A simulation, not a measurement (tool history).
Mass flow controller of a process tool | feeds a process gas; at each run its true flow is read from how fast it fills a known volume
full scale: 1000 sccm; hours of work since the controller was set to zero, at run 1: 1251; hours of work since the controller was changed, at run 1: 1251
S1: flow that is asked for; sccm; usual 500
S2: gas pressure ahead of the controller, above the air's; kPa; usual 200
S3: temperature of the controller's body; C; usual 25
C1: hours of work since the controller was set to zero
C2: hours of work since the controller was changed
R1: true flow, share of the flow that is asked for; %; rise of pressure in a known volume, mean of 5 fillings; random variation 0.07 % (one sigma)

run	hour	S1	S2	S3	C1	C2	R1
1	0	500	200	25	1251	1251	98.86
2	116.7	500	200	25	1287	1287	98.72
3	184.5	500	200	25	1308	1308	98.86
4	240.4	500	200	25	1325	1325	98.69
5	324.7	500	200	25	1350	1350	98.86
6	404.4	500	200	25	1375	1375	98.79
7	502.6	472	200	25	1405	1405	98.85
8	595.2	500	200	25	1433	1433	98.91
9	678.2	655	200	25	1458	1458	99.02
10	778.5	128	200	25	1489	1489	99.15
11	849.1	128	200	25	1510	1510	99.26
12	932.3	205	200	25	1536	1536	98.73
13	1016.6	111	191	22	1561	1561	99.36
14	1099.9	291	278	21	1587	1587	97.83
15	1226.9	266	146	32	1625	1625	99.63
16	1337.1	266	146	32	1659	1659	99.62
17	1465.3	266	190	32	1698	1698	99.45

Forecast each of these 3 alternatives for the next run:
A	1548.4	297	200	28	1723	1723	?
B	1548.4	152	216	32	1723	1723	?
C	1548.4	182	172	21	1723	1723	?

run	R1
A	98.86
B	99.74
C	98.78
Without the tool's hidden state the same runs would have given:
run	R1
A	98.57
B	98.65
C	97.96
